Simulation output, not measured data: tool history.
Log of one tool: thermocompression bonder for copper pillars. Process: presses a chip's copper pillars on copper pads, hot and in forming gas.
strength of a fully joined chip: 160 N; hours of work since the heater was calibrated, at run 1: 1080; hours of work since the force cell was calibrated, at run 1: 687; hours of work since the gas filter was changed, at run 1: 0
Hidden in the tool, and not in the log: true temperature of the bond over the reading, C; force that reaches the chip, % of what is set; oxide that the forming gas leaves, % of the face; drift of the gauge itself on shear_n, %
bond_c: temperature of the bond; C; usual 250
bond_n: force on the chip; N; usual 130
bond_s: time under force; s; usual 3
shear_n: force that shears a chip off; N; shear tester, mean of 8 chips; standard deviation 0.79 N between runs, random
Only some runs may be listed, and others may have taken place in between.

run,day,bond_c,bond_n,bond_s,hours of work since the heater was calibrated,hours of work since the force cell was calibrated,hours of work since the gas filter was changed,shear_n
1,0.000,250,130,3,1080,687,0,99.5
2,0.488,250,88,3,1089,696,9,71.3
3,0.900,250,88,3,1096,704,17,71.6
4,1.804,250,130,3,1113,721,33,99.5
5,2.525,250,130,3,1127,734,47,99.6
6,3.267,250,130,3,1140,748,61,99.8
7,3.850,250,130,3,1151,759,71,99.9
8,4.504,250,130,6,1163,771,84,119.7
9,5.175,250,130,3,1176,783,96,99.5
10,6.121,250,130,3,1193,801,114,98.9
11,6.817,250,130,3,1206,814,126,98.6
12,7.329,250,130,3,1216,823,136,99.2
13,8.038,250,130,3,1229,836,149,100.5
14,8.450,250,130,3,1237,844,157,100.5
15,9.167,250,130,3,1250,857,170,100.2
16,9.654,250,130,3,1259,866,179,99.5
17,10.617,250,130,3,1277,884,197,100.2
# day 11.325: heater calibrated with a thermocouple chip
18,11.608,258,130,3,5,901,214,105.5
19,12.475,258,130,3,21,917,230,107.6
20,13.429,258,130,3,39,935,248,106.7
21,14.175,250,130,3,53,949,261,99.4
22,14.783,250,130,3,64,960,273,99.2
23,15.383,244,103,3,75,971,284,75.5
# day 15.479: forming gas filter changed
24,15.954,244,103,3,86,981,9,76.3
25,16.850,232,132,3,102,998,25,84.5
26,17.329,247,130,3,111,1007,34,96.2
27,17.954,278,130,2,123,1018,46,112.9
28,18.446,278,130,2,132,1028,55,112.8
29,19.129,255,106,2,144,1040,68,77.5
30,19.858,240,81,8,158,1054,81,84.0
31,20.383,272,100,4,168,1064,91,107.7
32,21.367,272,100,4,186,1082,109,107.1
33,21.850,272,100,4,195,1091,118,107.1
34,22.596,272,100,4,209,1105,132,107.6
35,23.275,272,100,4,221,1117,145,108.7
36,23.817,267,90,3,231,1127,155,86.5
37,24.746,274,83,5,249,1144,172,100.0
38,25.288,250,97,3,259,1155,182,78.7
39,26.212,250,97,3,276,1172,199,77.9
40,27.200,227,94,3,294,1190,217,56.1
41,28.104,227,82,2,311,1207,234,40.8

Predict each of these 3 candidate next runs independently; none follows another, all start after run 41:
A,28.908,252,130,3,326,1222,249,?
B,28.908,250,130,2,326,1222,249,?
C,28.908,230,168,6,326,1222,249,?

run,shear_n
A,101.4
B,88.7
C,117.2
Had the tool no hidden state, the same runs would have come out as:
run,shear_n
A,101.8
B,89.0
C,117.7
